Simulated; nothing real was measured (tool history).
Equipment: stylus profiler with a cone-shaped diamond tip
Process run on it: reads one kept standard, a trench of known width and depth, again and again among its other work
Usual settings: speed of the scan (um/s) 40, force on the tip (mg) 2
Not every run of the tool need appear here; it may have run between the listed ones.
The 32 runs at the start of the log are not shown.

run	hour	speed of the scan (um/s)	force on the tip (mg)	depth of the trench (nm)	width of the trench's floor (µm)
33	1965.4	16	1.41	201.65	27.07
34	2024.1	42	4.11	203.21	27.08
35	2100.7	42	4.11	203.27	27.03
36	2137.2	42	4.11	203.24	27.05
37	2195	92	0.7	201.1	26.33
38	2261.8	92	0.7	201.01	26.28
39	2337.7	15	1.89	202.01	27.11
40	2407.4	40	1.62	201.81	26.96
41	2488.1	83	2.78	202.54	26.82
42	2534.4	11	1.78	201.91	27.14
43	2575.3	11	1.78	201.84	27.13
44	2612.5	118	1.02	201.3	26.25
45	2687	118	1.02	201.25	26.25
46	2751.7	47	4.76	203.6	27.03

What if the next run were any one of these 4? Each begins from the tool's condition after run 46:
A	2833.3	27	0.93	?	?
B	2833.3	11	2.11	?	?
C	2833.3	22	3.69	?	?
D	2833.3	16	0.7	?	?

run	depth of the trench (nm)	width of the trench's floor (µm)
A	201.19	26.92
B	202.19	27.12
C	203.09	27.06
D	201.1	27.03
Without the tool's hidden state the same runs would have given:
run	depth of the trench (nm)	width of the trench's floor (µm)
A	201.2	26.93
B	202.2	27.12
C	203.1	27.07
D	201.1	27.04
